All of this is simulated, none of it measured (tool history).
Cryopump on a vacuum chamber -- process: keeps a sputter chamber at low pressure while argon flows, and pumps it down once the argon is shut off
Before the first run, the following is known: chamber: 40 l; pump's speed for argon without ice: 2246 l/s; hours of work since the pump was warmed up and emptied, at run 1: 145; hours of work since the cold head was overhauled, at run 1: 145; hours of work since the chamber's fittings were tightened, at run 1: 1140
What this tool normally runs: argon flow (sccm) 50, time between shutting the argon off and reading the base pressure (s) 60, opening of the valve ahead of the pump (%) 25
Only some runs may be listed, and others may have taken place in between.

run    hour  argon flow (sccm)  time between shutting the argon off and reading the base pressure (s)  opening of the valve ahead of the pump (%)  hours of work since the pump was warmed up and emptied  hours of work since the cold head was overhauled  hours of work since the chamber's fittings were tightened  pressure while argon flows (Pa)  pressure after the wait (uPa)
  1       0                 50                                                                     60                                          25                                                     145                                               145                                                       1140                           0.1541                           1.99
  2      46                 50                                                                     60                                          25                                                     184                                               184                                                       1179                           0.1562                           2.06
  3   116.6                 50                                                                     60                                          25                                                     245                                               245                                                       1239                           0.1584                           2.16
  4     193                 50                                                                     60                                          25                                                     310                                               310                                                       1304                           0.1602                           2.26
  5   227.7                 50                                                                     60                                          25                                                     339                                               339                                                       1333                           0.1609                           2.28
  6   277.2                 84                                                                     60                                          25                                                     381                                               381                                                       1375                           0.2732                           2.41
      298.9  -- leaking fittings of the chamber tightened, without venting
      331.1  -- pump warmed up, emptied and cooled again
  7   352.6                 84                                                                     60                                          25                                                      18                                               439                                                         41                           0.2547                           1.16
  8     424                 84                                                                     60                                          25                                                      79                                               500                                                        102                           0.2574                           1.13
  9   472.9                 50                                                                     60                                          25                                                     121                                               542                                                        144                           0.1528                           1.25
 10   513.2                 28                                                                     60                                          25                                                     155                                               576                                                        178                           0.0861                           1.26
 11   568.4                 28                                                                     60                                          25                                                     202                                               623                                                        225                           0.0874                           1.31
 12   636.3                 50                                                                    124                                          25                                                     260                                               681                                                        283                           0.1583                           0.86
 13     703                 50                                                                    124                                          25                                                     316                                               737                                                        339                           0.1591                           0.96
 14   751.2                 50                                                                    124                                          25                                                     357                                               778                                                        381                           0.1599                           0.96
 15   796.9                 50                                                                     60                                          25                                                     396                                               817                                                        419                           0.1623                           1.51
      827.5  -- pump warmed up, emptied and cooled again
 16   847.2                 50                                                                     22                                          25                                                      17                                               856                                                        458                           0.1514                           3.01
 17   910.1                 50                                                                     22                                          25                                                      70                                               909                                                        511                           0.1507                           3.05
 18   977.9                 50                                                                     22                                          25                                                     128                                               967                                                        569                           0.1537                           3.16
 19  1046.1                 95                                                                     53                                          25                                                     186                                              1025                                                        627                           0.2952                           1.74
 20  1105.3                 95                                                                     31                                          25                                                     236                                              1075                                                        677                           0.2961                           2.56
 21  1147.3                 23                                                                     22                                          25                                                     272                                              1111                                                        713                           0.0731                           3.38
 22  1213.3                 23                                                                     22                                          25                                                     328                                              1167                                                        769                           0.0732                           3.32
 23  1290.5                 29                                                                    201                                          25                                                     394                                              1233                                                        835                           0.0935                           1.22
     1321.1  -- pump warmed up, emptied and cooled again
 24  1344.2                 51                                                                     84                                          25                                                      20                                              1274                                                        876                            0.153                           1.44
 25  1396.2                 42                                                                    251                                          25                                                      64                                              1319                                                        921                           0.1274                           1.06
 26  1444.5                 35                                                                     59                                          53                                                     105                                              1360                                                        962                           0.0526                           1.92
 27  1497.5                 32                                                                     59                                          23                                                     150                                              1405                                                       1007                           0.1076                           1.86
 28  1562.9                 50                                                                     60                                          19                                                     206                                              1461                                                       1063                            0.202                           1.99
 29  1594.7                 50                                                                     60                                          19                                                     233                                              1488                                                       1090                           0.2028                           1.95

5 options for the next run, each taken on its own from the tool as it stands now. Forecast them:
  A  1640.9                 50                                                                     60                                          33                                                     272                                              1527                                                       1129                                ?                              ?
  B  1640.9                 47                                                                     60                                          21                                                     272                                              1527                                                       1129                                ?                              ?
  C  1640.9                 96                                                                     51                                          58                                                     272                                              1527                                                       1129                                ?                              ?
  D  1640.9                 56                                                                     32                                          25                                                     272                                              1527                                                       1129                                ?                              ?
  E  1640.9                 78                                                                     60                                          19                                                     272                                              1527                                                       1129                                ?                              ?

run  pressure while argon flows (Pa)  pressure after the wait (uPa)
  A                             0.12                           2.01
  B                           0.1751                           2.06
  C                           0.1382                           2.28
  D                           0.1781                           2.88
  E                            0.322                           2.08
What these runs would have given with no unlogged condition in the tool:
run  pressure while argon flows (Pa)  pressure after the wait (uPa)
  A                           0.1128                           1.05
  B                           0.1684                           1.07
  C                           0.1244                           1.26
  D                             0.17                            1.9
  E                           0.3107                           1.09

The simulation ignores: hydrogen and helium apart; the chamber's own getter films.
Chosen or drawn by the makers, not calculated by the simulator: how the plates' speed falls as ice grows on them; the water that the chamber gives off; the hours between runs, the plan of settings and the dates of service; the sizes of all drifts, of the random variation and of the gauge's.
